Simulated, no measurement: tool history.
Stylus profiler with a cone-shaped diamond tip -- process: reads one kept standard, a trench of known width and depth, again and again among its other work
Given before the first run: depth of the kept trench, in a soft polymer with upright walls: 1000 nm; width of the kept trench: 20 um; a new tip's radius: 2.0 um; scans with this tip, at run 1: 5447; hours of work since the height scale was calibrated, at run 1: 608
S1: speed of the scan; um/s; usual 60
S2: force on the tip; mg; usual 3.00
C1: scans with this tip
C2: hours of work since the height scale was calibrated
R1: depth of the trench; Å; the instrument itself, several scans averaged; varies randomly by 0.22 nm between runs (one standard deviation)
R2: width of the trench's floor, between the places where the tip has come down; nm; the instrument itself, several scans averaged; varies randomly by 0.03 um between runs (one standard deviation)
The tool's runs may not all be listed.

| run | hour | S1 | S2 | C1 | C2 | R1 | R2 |
|---|---|---|---|---|---|---|---|
| 1 | 0.0 | 60 | 3.00 | 5447 | 608 | 10068.8 | 15150 |
| 2 | 61.7 | 60 | 3.00 | 5778 | 645 | 10067.9 | 15100 |
| 3 | 99.1 | 60 | 3.00 | 5978 | 668 | 10065.3 | 15020 |
| 4 | 171.7 | 60 | 5.29 | 6368 | 711 | 10103.3 | 15040 |
| 5 | 208.3 | 60 | 5.29 | 6564 | 733 | 10104.5 | 15020 |
| 6 | 266.5 | 60 | 5.29 | 6876 | 768 | 10105.5 | 14930 |
| 7 | 300.8 | 60 | 3.00 | 7060 | 788 | 10062.9 | 14860 |
| 8 | 373.1 | 60 | 3.00 | 7448 | 832 | 10067.7 | 14770 |
| 9 | 450.0 | 60 | 3.00 | 7860 | 878 | 10059.3 | 14720 |
| 10 | 525.8 | 60 | 3.00 | 8266 | 923 | 10060.6 | 14630 |
| 11 | 596.3 | 60 | 3.00 | 8644 | 965 | 10059.5 | 14590 |
| 12 | 632.8 | 20 | 3.00 | 8840 | 987 | 10058.1 | 14820 |
| 13 | 683.1 | 60 | 3.00 | 9109 | 1017 | 10061.9 | 14590 |
| 14 | 762.9 | 107 | 3.83 | 9537 | 1065 | 10073.8 | 14320 |
| 15 | 837.9 | 60 | 1.49 | 9940 | 1110 | 10022.1 | 14310 |
| 16 | 881.9 | 52 | 3.00 | 10175 | 1136 | 10049.4 | 14430 |
| 17 | 941.0 | 52 | 3.00 | 10492 | 1172 | 10055.8 | 14390 |
| 18 | 994.6 | 15 | 3.15 | 10780 | 1204 | 10056.7 | 14620 |
| 19 | 1061.2 | 25 | 1.45 | 11137 | 1244 | 10022.0 | 14400 |
| 20 | 1121.0 | 25 | 1.45 | 11457 | 1279 | 10015.8 | 14400 |
|  | 1145.5 | height scale calibrated on a step standard |
| 21 | 1187.5 | 31 | 5.09 | 11812 | 25 | 10116.3 | 14380 |
| 22 | 1267.8 | 31 | 5.09 | 12242 | 73 | 10114.0 | 14260 |
| 23 | 1334.4 | 17 | 8.63 | 12599 | 113 | 10161.1 | 14380 |
| 24 | 1402.5 | 37 | 5.48 | 12964 | 154 | 10115.7 | 14250 |
| 25 | 1452.8 | 37 | 5.48 | 13234 | 184 | 10118.9 | 14200 |
| 26 | 1506.3 | 214 | 1.51 | 13521 | 216 | 10050.0 | 12520 |

Hidden state or all else? Some run-to-run changes of R1, split into what the settings, what came in and random variation would give without the hidden state, and what is left for the hidden state (with any gauge scatter that isn't in both results):
The hidden state here: radius of the tip, um; height scale over the true one, %; drift of the gauge itself on depth_nm, %; drift of the gauge itself on floor_um, %.
Run 13 -> 14: S1 60 -> 107, S2 3.00 -> 3.83. R1 +11.9 Å: hidden state -1.4, all else +13.3.
Run 20 -> 21: S1 25 -> 31, S2 1.45 -> 5.09, height scale calibrated on a step standard. R1 +100.5 Å: hidden state +30.6, all else +69.9.
Run 25 -> 26: S1 37 -> 214, S2 5.48 -> 1.51. R1 -68.9 Å: hidden state -1.0, all else -67.9.
